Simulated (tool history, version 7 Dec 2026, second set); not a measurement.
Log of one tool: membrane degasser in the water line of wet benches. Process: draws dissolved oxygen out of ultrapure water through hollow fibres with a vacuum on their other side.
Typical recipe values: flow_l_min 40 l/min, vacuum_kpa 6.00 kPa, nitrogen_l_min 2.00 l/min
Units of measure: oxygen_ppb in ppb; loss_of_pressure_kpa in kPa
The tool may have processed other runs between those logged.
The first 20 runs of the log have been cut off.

| run | day | flow_l_min | vacuum_kpa | nitrogen_l_min | hours since the membrane was changed | hours since the vacuum gauge was calibrated | hours since the vacuum lines were made tight | oxygen_ppb | loss_of_pressure_kpa |
|---|---|---|---|---|---|---|---|---|---|
| 21 | 136.425 | 41 | 6.94 | 0.88 | 10932 | 2746 | 7085 | 519.0 | 36.19 |
| 22 | 142.662 | 44 | 8.46 | 1.15 | 11081 | 2896 | 7234 | 623.6 | 38.82 |
| 23 | 148.396 | 43 | 6.00 | 1.05 | 11219 | 3034 | 7372 | 447.2 | 37.79 |
| 24 | 157.462 | 30 | 4.37 | 2.13 | 11436 | 3251 | 7590 | 103.7 | 26.45 |
| 25 | 164.612 | 31 | 3.87 | 3.23 | 11608 | 3423 | 7761 | 87.4 | 27.40 |
| 26 | 168.942 | 31 | 3.87 | 3.23 | 11712 | 3527 | 7865 | 90.9 | 27.37 |
| 27 | 178.775 | 44 | 6.00 | 1.31 | 11948 | 3763 | 8101 | 437.6 | 39.18 |
| 28 | 184.979 | 44 | 6.00 | 1.31 | 12097 | 3912 | 8250 | 442.6 | 38.84 |
| 29 | 190.004 | 44 | 6.00 | 1.31 | 12218 | 4032 | 8371 | 439.0 | 38.85 |
| 30 | 197.142 | 25 | 6.00 | 2.00 | 12389 | 4204 | 8542 | 115.2 | 22.27 |
| 31 | 207.404 | 45 | 5.91 | 0.81 | 12635 | 4450 | 8788 | 536.5 | 39.92 |
| 32 | 216.575 | 50 | 5.91 | 0.81 | 12855 | 4670 | 9008 | 642.2 | 44.22 |

Each row is a separate what-if for the run after 32, all from the same tool condition, not one after another. Results?
| A | 225.671 | 36 | 6.85 | 4.73 | 13074 | 4888 | 9227 | ? | ? |
| B | 225.671 | 40 | 8.41 | 5.97 | 13074 | 4888 | 9227 | ? | ? |
| C | 225.671 | 48 | 5.91 | 0.81 | 13074 | 4888 | 9227 | ? | ? |
| D | 225.671 | 42 | 8.28 | 4.27 | 13074 | 4888 | 9227 | ? | ? |

| run | oxygen_ppb | loss_of_pressure_kpa |
|---|---|---|
| A | 194.9 | 31.97 |
| B | 270.8 | 35.61 |
| C | 599.2 | 42.67 |
| D | 332.6 | 37.27 |
Stripped of hidden state, with their random variation kept, the same runs would have yielded:
| run | oxygen_ppb | loss_of_pressure_kpa |
|---|---|---|
| A | 169.5 | 30.64 |
| B | 238.5 | 34.12 |
| C | 540.7 | 40.89 |
| D | 295.7 | 35.70 |

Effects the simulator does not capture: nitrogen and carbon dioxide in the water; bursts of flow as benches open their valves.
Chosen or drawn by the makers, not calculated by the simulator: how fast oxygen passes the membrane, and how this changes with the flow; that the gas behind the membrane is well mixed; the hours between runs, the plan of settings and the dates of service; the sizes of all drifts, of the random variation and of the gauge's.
